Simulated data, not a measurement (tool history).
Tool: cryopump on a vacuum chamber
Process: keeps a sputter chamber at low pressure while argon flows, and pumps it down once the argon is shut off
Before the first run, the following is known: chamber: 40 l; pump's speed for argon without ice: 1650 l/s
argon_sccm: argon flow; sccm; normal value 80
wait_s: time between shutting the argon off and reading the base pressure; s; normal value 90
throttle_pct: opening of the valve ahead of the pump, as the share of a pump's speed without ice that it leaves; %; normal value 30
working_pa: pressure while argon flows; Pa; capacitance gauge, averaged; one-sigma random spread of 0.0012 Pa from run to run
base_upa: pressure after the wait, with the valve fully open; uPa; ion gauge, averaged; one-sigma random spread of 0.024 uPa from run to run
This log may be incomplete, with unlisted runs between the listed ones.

run 1 day=0 | argon_sccm=80 wait_s=90 throttle_pct=30 | working_pa=0.2787 base_upa=1.66
run 2 day=0.867 | argon_sccm=80 wait_s=90 throttle_pct=30 | working_pa=0.2789 base_upa=1.74
run 3 day=1.654 | argon_sccm=66 wait_s=90 throttle_pct=30 | working_pa=0.2285 base_upa=1.68
run 4 day=2.683 | argon_sccm=66 wait_s=90 throttle_pct=30 | working_pa=0.2297 base_upa=1.73
run 5 day=3.667 | argon_sccm=80 wait_s=186 throttle_pct=30 | working_pa=0.2807 base_upa=1.42
run 6 day=4.517 | argon_sccm=80 wait_s=186 throttle_pct=37 | working_pa=0.2266 base_upa=1.4
run 7 day=5.575 | argon_sccm=80 wait_s=186 throttle_pct=37 | working_pa=0.2285 base_upa=1.43
run 8 day=6.238 | argon_sccm=80 wait_s=90 throttle_pct=30 | working_pa=0.2811 base_upa=1.87
run 9 day=6.804 | argon_sccm=80 wait_s=90 throttle_pct=30 | working_pa=0.2779 base_upa=1.78
run 10 day=7.908 | argon_sccm=91 wait_s=90 throttle_pct=30 | working_pa=0.3198 base_upa=1.79
run 11 day=8.938 | argon_sccm=80 wait_s=90 throttle_pct=30 | working_pa=0.2807 base_upa=1.8
run 12 day=9.592 | argon_sccm=80 wait_s=90 throttle_pct=30 | working_pa=0.2818 base_upa=1.84
run 13 day=10.254 | argon_sccm=80 wait_s=90 throttle_pct=30 | working_pa=0.2792 base_upa=1.88
run 14 day=10.992 | argon_sccm=80 wait_s=90 throttle_pct=30 | working_pa=0.2822 base_upa=1.79
run 15 day=11.692 | argon_sccm=80 wait_s=90 throttle_pct=30 | working_pa=0.2807 base_upa=1.84
run 16 day=12.292 | argon_sccm=80 wait_s=90 throttle_pct=52 | working_pa=0.1644 base_upa=1.81
run 17 day=12.971 | argon_sccm=80 wait_s=90 throttle_pct=52 | working_pa=0.1638 base_upa=1.86
run 18 day=13.525 | argon_sccm=80 wait_s=90 throttle_pct=52 | working_pa=0.1647 base_upa=1.9
run 19 day=14.471 | argon_sccm=41 wait_s=142 throttle_pct=48 | working_pa=0.0927 base_upa=1.54
run 20 day=15.138 | argon_sccm=41 wait_s=142 throttle_pct=48 | working_pa=0.092 base_upa=1.58
run 21 day=15.779 | argon_sccm=37 wait_s=90 throttle_pct=39 | working_pa=0.1001 base_upa=1.86
run 22 day=16.333 | argon_sccm=84 wait_s=143 throttle_pct=15 | working_pa=0.5807 base_upa=1.61
run 23 day=17.046 | argon_sccm=84 wait_s=143 throttle_pct=15 | working_pa=0.5841 base_upa=1.59
run 24 day=17.633 | argon_sccm=80 wait_s=70 throttle_pct=56 | working_pa=0.1555 base_upa=2.07
run 25 day=18.388 | argon_sccm=80 wait_s=70 throttle_pct=56 | working_pa=0.156 base_upa=2.13
run 26 day=19.142 | argon_sccm=80 wait_s=70 throttle_pct=56 | working_pa=0.1555 base_upa=2.17
run 27 day=19.758 | argon_sccm=56 wait_s=90 throttle_pct=30 | working_pa=0.1978 base_upa=1.93
run 28 day=20.579 | argon_sccm=91 wait_s=33 throttle_pct=15 | working_pa=0.6354 base_upa=3.12
run 29 day=21.171 | argon_sccm=55 wait_s=91 throttle_pct=22 | working_pa=0.2646 base_upa=1.98
run 30 day=21.733 | argon_sccm=98 wait_s=102 throttle_pct=22 | working_pa=0.4663 base_upa=1.81
run 31 day=22.492 | argon_sccm=160 wait_s=243 throttle_pct=49 | working_pa=0.3568 base_upa=1.53
run 32 day=23.204 | argon_sccm=37 wait_s=210 throttle_pct=24 | working_pa=0.1631 base_upa=1.56
run 33 day=24.183 | argon_sccm=124 wait_s=169 throttle_pct=24 | working_pa=0.5438 base_upa=1.62

Measured less the same run without the tool's hidden state. The same run-to-run variation is in both; the gauge's scatter may not be:
Hidden state at play: pump's speed, % of a pump's without ice; cold plate's temperature, K; leak into the chamber, uPa l/s; drift of the gauge itself on working_pa, %; drift of the gauge itself on base_upa, %.
run=1 working_pa=+0.005 base_upa=+0.8
run=2 working_pa=+0.0052 base_upa=+0.83
run=3 working_pa=+0.0044 base_upa=+0.82
run=4 working_pa=+0.0046 base_upa=+0.83
run=5 working_pa=+0.0058 base_upa=+0.87
run=6 working_pa=+0.0061 base_upa=+0.86
run=7 working_pa=+0.0063 base_upa=+0.87
run=8 working_pa=+0.0065 base_upa=+0.89
run=9 working_pa=+0.0066 base_upa=+0.87
run=10 working_pa=+0.0079 base_upa=+0.89
run=11 working_pa=+0.0071 base_upa=+0.91
run=12 working_pa=+0.0073 base_upa=+0.94
run=13 working_pa=+0.0074 base_upa=+0.94
run=14 working_pa=+0.0077 base_upa=+0.92
run=15 working_pa=+0.0077 base_upa=+0.94
run=16 working_pa=+0.0079 base_upa=+0.92
run=17 working_pa=+0.0081 base_upa=+0.95
run=18 working_pa=+0.0083 base_upa=+0.96
run=19 working_pa=+0.0044 base_upa=+0.93
run=20 working_pa=+0.0044 base_upa=+0.96
run=21 working_pa=+0.0041 base_upa=+0.96
run=22 working_pa=+0.0093 base_upa=+0.96
run=23 working_pa=+0.0096 base_upa=+0.99
run=24 working_pa=+0.0092 base_upa=+0.98
run=25 working_pa=+0.0096 base_upa=+1
run=26 working_pa=+0.0096 base_upa=+1.05
run=27 working_pa=+0.0069 base_upa=+1
run=28 working_pa=+0.0115 base_upa=+1.01
run=29 working_pa=+0.0071 base_upa=+1.05
run=30 working_pa=+0.0127 base_upa=+1.02
run=31 working_pa=+0.0212 base_upa=+1.06
run=32 working_pa=+0.005 base_upa=+1.04
run=33 working_pa=+0.017 base_upa=+1.03
